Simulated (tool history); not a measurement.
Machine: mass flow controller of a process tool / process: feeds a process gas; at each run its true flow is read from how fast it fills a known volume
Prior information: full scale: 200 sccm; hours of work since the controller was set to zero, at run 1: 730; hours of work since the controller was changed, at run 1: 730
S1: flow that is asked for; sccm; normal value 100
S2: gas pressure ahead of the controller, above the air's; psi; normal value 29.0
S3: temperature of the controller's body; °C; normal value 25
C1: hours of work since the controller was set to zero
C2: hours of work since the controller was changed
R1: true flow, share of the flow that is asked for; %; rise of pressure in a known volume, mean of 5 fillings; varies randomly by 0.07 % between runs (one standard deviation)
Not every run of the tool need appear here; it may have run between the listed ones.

Run 1, hour 0.0: usual settings; C1 730; C2 730. Result: R1 98.17 %.
Run 2, hour 48.6: usual settings but S2 31.2 psi; C1 763; C2 763. Result: R1 98.28 %.
Run 3, hour 114.4: usual settings but S2 31.2 psi; C1 807; C2 807. Result: R1 98.31 %.
Run 4, hour 194.3: usual settings but S2 31.2 psi; C1 861; C2 861. Result: R1 98.08 %.
Run 5, hour 271.0: usual settings but S2 31.2 psi; C1 912; C2 912. Result: R1 98.20 %.
Run 6, hour 330.1: usual settings but S2 31.2 psi; C1 952; C2 952. Result: R1 98.19 %.
Run 7, hour 369.9: usual settings but S1 104 sccm, S2 28.7 psi; C1 979; C2 979. Result: R1 98.35 %.
At hour 377.0: controller's zero set anew.
Run 8, hour 412.0: usual settings but S1 104 sccm, S2 28.7 psi; C1 24; C2 1006. Result: R1 98.06 %.
Run 9, hour 491.9: usual settings but S1 104 sccm, S2 28.7 psi; C1 77; C2 1060. Result: R1 97.95 %.
Run 10, hour 557.9: usual settings but S1 104 sccm, S2 28.7 psi; C1 121; C2 1104. Result: R1 98.05 %.
At hour 591.0: controller's zero set anew, once more.
Run 11, hour 598.3: usual settings but S1 98 sccm, S2 28.7 psi, S3 20 °C; C1 5; C2 1131. Result: R1 98.74 %.

Forecast each of these 4 alternatives for the next run:
Run A, hour 668.4: usual settings but S1 98 sccm, S2 27.3 psi, S3 21 °C; C1 52; C2 1178. Result: R1 ?.
Run B, hour 668.4: usual settings but S1 21 sccm, S2 30.9 psi, S3 22 °C; C1 52; C2 1178. Result: R1 ?.
Run C, hour 668.4: usual settings but S1 24 sccm, S2 28.7 psi, S3 39 °C; C1 52; C2 1178. Result: R1 ?.
Run D, hour 668.4: usual settings but S1 98 sccm, S2 25.1 psi, S3 22 °C; C1 52; C2 1178. Result: R1 ?.

run     R1
  A  98.63
  B  97.56
  C  97.20
  D  98.66
Without the tool's unlogged condition, the same runs would have read:
run     R1
  A  98.70
  B  97.74
  C  97.36
  D  98.73

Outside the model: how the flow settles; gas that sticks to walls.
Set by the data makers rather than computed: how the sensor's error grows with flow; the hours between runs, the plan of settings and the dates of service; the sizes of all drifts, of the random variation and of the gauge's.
